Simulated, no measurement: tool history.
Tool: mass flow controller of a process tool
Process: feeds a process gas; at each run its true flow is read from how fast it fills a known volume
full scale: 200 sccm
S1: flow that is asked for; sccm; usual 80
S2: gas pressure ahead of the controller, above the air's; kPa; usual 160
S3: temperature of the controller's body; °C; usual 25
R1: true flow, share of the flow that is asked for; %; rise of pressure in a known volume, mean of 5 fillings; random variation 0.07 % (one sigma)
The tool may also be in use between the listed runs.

run      day   S1   S2  S3      R1
  1        0   80  160  25   99.03
  2    5.238   80  160  25   98.98
  3   12.021   80  160  25   99.09
  4   19.571   92  160  25   98.97
  5   24.725   92  160  25   98.74
  6   31.654   92  160  25    98.8
  7   37.775   92  160  25   98.79
  8   41.742   80  160  21   98.62
  9   49.733   80  160  21   98.74
 10   56.375   80  213  21   98.98
 11     63.5   80  213  21   99.08
 12   71.646   80  213  21   99.05
 13    77.15   80  213  40  100.42
 14    84.95   80  213  40  100.29
 15   90.488   25  160  25  101.48
 16   97.633   80  233  25    99.5
 17  103.904   80  233  25   99.38
 18  110.596   80  233  25   99.32
 19  117.462   80  233  25    99.5
 20  120.808  132  191  22   98.47
 21  128.062   54  160  23   99.26
 22  135.067   54  160  23   99.21
 23  143.196   54  252  26   100.2
 24  151.438   54  252  26  100.09
 25  155.383   31  252  32  102.12
 26  163.217   80  245  22   99.28
 27  170.917  172  160  25   97.65
 28  176.258   71  176  38   98.31
 29  184.471  131  212  32   98.31
 30  188.188  131  212  32   98.39
 31    193.6   92  266  32   98.66
 32  200.121   80  256  25   98.08
 33  207.738   80  276  32   98.68
 34  212.204   54  273  32   98.74
 35  216.454   40  218  22   97.49

Not shown: 1 entry that the log had between the listed runs. Between which runs, and how does the tool's hidden state differ before and after?
Between runs 26 and 27: controller's zero set anew (day 168.488)
  flow at rest that the sensor doesn't see, % of full scale: 0.585 -> 0.023; true flow over the shown one, %: -1.96 -> -1.99
  measured less the result without the state, R1: -0.5 -> -1.97 %

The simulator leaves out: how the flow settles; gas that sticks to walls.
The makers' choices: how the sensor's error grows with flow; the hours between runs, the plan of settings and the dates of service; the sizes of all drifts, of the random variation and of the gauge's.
